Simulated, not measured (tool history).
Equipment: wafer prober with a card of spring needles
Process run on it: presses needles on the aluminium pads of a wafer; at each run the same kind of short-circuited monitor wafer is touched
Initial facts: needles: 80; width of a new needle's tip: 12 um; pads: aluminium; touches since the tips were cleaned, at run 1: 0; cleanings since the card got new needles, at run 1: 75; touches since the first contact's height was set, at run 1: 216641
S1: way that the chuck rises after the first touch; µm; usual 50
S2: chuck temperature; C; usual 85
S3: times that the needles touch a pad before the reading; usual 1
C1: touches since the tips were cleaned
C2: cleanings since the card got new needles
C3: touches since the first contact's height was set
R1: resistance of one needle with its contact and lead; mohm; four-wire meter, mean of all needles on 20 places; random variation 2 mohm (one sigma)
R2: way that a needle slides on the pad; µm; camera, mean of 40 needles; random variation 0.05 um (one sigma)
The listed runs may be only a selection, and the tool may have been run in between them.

run,day,S1,S2,S3,C1,C2,C3,R1,R2
1,0.000,50,85,1,0,75,216641,219,6.03
# day 0.529: tips cleaned on abrasive film
# day 0.638: height of the first contact set anew
2,0.708,50,85,1,842,76,373,217,6.05
# day 1.117: tips cleaned on abrasive film
# day 1.679: tips cleaned on abrasive film
3,2.004,50,85,1,1636,78,6822,220,6.02
# day 2.179: tips cleaned on abrasive film
4,2.596,50,85,1,2087,79,9774,217,6.01
# day 2.675: tips cleaned on abrasive film
# day 3.242: tips cleaned on abrasive film
# day 3.796: tips cleaned on abrasive film
5,3.917,50,85,2,599,82,16318,215,5.96
# day 4.333: tips cleaned on abrasive film
# day 4.842: tips cleaned on abrasive film
6,5.108,60,85,2,1317,84,22250,216,7.15
# day 5.442: tips cleaned on abrasive film
# day 6.017: tips cleaned on abrasive film
7,6.433,50,85,2,2091,86,28867,220,6.03
# day 6.562: tips cleaned on abrasive film
# day 7.104: tips cleaned on abrasive film
8,7.308,50,85,2,1010,88,33199,217,5.93
# day 7.612: tips cleaned on abrasive film
# day 8.142: tips cleaned on abrasive film
9,8.142,50,85,1,0,90,37343,213,5.96
# day 8.679: tips cleaned on abrasive film
10,8.775,50,91,1,482,91,40494,221,6.02
# day 9.204: tips cleaned on abrasive film
11,9.367,46,91,1,823,92,43450,222,5.49
# day 9.717: tips cleaned on abrasive film
# day 10.250: tips cleaned on abrasive film
12,10.321,50,85,3,369,94,48195,216,5.97
# day 10.783: tips cleaned on abrasive film
# day 11.350: tips cleaned on abrasive film
13,11.700,50,85,3,1745,96,55052,218,5.98
# day 11.900: tips cleaned on abrasive film
# day 12.454: tips cleaned on abrasive film
# day 12.967: tips cleaned on abrasive film
14,12.971,50,85,3,29,99,61379,219,5.99
# day 13.550: tips cleaned on abrasive film
# day 14.054: tips cleaned on abrasive film
15,14.383,50,82,1,1635,101,68406,216,6.05
# day 14.617: tips cleaned on abrasive film
# day 15.158: tips cleaned on abrasive film
# day 15.708: tips cleaned on abrasive film
16,15.738,38,83,1,151,104,75150,222,4.57
# day 16.292: tips cleaned on abrasive film
# day 16.792: tips cleaned on abrasive film
17,16.929,38,83,1,688,106,81080,223,4.61
# day 17.329: tips cleaned on abrasive film
# day 17.888: tips cleaned on abrasive film
18,18.329,40,27,3,2220,108,88056,206,4.77
# day 18.412: tips cleaned on abrasive film
# day 18.908: tips cleaned on abrasive film
19,18.996,41,111,1,441,110,91358,226,4.93
# day 19.446: tips cleaned on abrasive film
20,19.742,57,85,1,1467,111,95064,215,6.81
# day 20.038: tips cleaned on abrasive film
# day 20.533: tips cleaned on abrasive film
21,20.625,57,85,1,467,113,99459,214,6.86
# day 21.054: tips cleaned on abrasive film
22,21.429,53,32,2,1869,114,103466,209,6.44

Estimate the outcome of run 23 from the log above:
# day 21.567: tips cleaned on abrasive film
# day 22.088: tips cleaned on abrasive film
23,22.088,53,32,2,0,116,106733,?,?

R1: 207 mohm
R2: 6.29 µm
Minus the tool's unlogged condition, the same run would have read R1 207 mohm, R2 6.29 µm.
